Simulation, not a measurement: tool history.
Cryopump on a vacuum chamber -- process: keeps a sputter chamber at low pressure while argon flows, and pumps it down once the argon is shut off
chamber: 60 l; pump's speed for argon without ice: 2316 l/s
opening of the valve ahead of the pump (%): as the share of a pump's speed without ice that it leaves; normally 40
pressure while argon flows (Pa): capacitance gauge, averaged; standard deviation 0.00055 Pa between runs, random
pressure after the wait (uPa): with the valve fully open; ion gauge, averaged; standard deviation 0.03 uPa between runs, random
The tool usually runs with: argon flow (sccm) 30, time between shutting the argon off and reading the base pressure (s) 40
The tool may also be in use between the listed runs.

run	hour	argon flow (sccm)	time between shutting the argon off and reading the base pressure (s)	opening of the valve ahead of the pump (%)	pressure while argon flows (Pa)	pressure after the wait (uPa)
1	0	30	40	40	0.0574	2.9
2	76.6	30	40	40	0.0567	2.96
3	146.5	30	40	40	0.0568	3.08
4	183.2	30	40	40	0.058	3.06
5	235.6	30	40	40	0.057	3.26
6	271.8	30	40	40	0.0585	3.3
7	316.1	30	40	40	0.059	3.31
# hour 325.3: leaking fittings of the chamber tightened, without venting
8	390.6	30	78	41	0.0582	0.96
9	460.1	29	23	17	0.1296	2.77
10	496.2	46	36	40	0.092	1.81
11	557.3	46	36	40	0.0924	1.92
12	623.2	30	103	55	0.0465	0.99
13	681	30	103	55	0.0471	1

Run 14 has not been measured yet. What should we expect?
14	730.8	15	75	36	?	?

{"run 14": {"pressure while argon flows (Pa)": 0.0333, "pressure after the wait (uPa)": 1.25}}
Without the tool's hidden state the same run would have given pressure while argon flows (Pa) 0.0297, pressure after the wait (uPa) 0.86.

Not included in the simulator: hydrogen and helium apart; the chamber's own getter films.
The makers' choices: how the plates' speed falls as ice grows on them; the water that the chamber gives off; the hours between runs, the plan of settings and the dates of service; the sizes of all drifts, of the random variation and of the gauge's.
